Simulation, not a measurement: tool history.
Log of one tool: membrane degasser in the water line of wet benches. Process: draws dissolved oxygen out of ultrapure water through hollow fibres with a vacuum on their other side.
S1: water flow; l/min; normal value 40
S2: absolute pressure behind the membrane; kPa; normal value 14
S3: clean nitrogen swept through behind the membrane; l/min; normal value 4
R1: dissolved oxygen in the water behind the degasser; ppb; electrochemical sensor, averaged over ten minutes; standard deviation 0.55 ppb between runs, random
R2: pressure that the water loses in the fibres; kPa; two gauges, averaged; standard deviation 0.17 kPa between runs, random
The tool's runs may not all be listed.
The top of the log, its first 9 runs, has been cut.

| run | day | S1 | S2 | S3 | R1 | R2 |
|---|---|---|---|---|---|---|
| 10 | 40.979 | 25 | 14 | 5.87 | 112.7 | 18.77 |
| 11 | 46.317 | 40 | 14.1 | 4 | 256.6 | 30.32 |
| 12 | 49.325 | 40 | 14.1 | 4 | 256.5 | 30.21 |
| 13 | 52.958 | 40 | 14.1 | 4 | 257.2 | 30.27 |
| 14 | 57.458 | 40 | 14.1 | 7.19 | 151.6 | 30.1 |
| 15 | 63.679 | 40 | 14.1 | 7.19 | 152.1 | 30.19 |
| 16 | 68.992 | 50 | 14.1 | 7.19 | 194.4 | 37.45 |
| 17 | 73.029 | 63 | 10.2 | 5.94 | 204.8 | 47.38 |
| 18 | 77.646 | 63 | 10.2 | 5.94 | 205.2 | 47.62 |
| 19 | 83.625 | 31 | 22.9 | 2.15 | 614.1 | 23.74 |
| 20 | 88.712 | 62 | 12.2 | 1.7 | 663.1 | 46.56 |
| 21 | 92.542 | 37 | 12.2 | 1.66 | 430.5 | 28.07 |
| 22 | 96.267 | 37 | 21.5 | 7.34 | 224.5 | 28.26 |
| 23 | 102.125 | 37 | 11.3 | 6.18 | 122 | 28.01 |
| 24 | 107.729 | 38 | 14 | 4 | 243.5 | 28.63 |
| 25 | 112.567 | 33 | 14 | 6.8 | 129.8 | 24.98 |
| 26 | 116.342 | 55 | 14 | 4.91 | 298.5 | 41.7 |
| 27 | 120.196 | 63 | 25.7 | 7.85 | 444.5 | 47.9 |
| 28 | 125.462 | 43 | 9 | 4 | 156.3 | 32.9 |
| 29 | 131.833 | 60 | 27.6 | 4 | 793.3 | 45.75 |
| 30 | 136.675 | 32 | 32.8 | 2.55 | 795.9 | 24.21 |
| 31 | 141.9 | 50 | 12.7 | 7.53 | 167.6 | 38.52 |

3 ways to go on from here, each from the tool as it stands after run 31. What would each give?
| A | 145.746 | 37 | 29.2 | 4.05 | ? | ? |
| B | 145.746 | 40 | 14 | 6.11 | ? | ? |
| C | 145.746 | 60 | 10.3 | 4 | ? | ? |

| run | R1 | R2 |
|---|---|---|
| A | 540.9 | 28.25 |
| B | 176.2 | 30.53 |
| C | 272.7 | 45.83 |
With no hidden state in the tool, these same runs would have given:
| run | R1 | R2 |
|---|---|---|
| A | 535.3 | 27.52 |
| B | 172.1 | 29.74 |
| C | 263.1 | 44.64 |
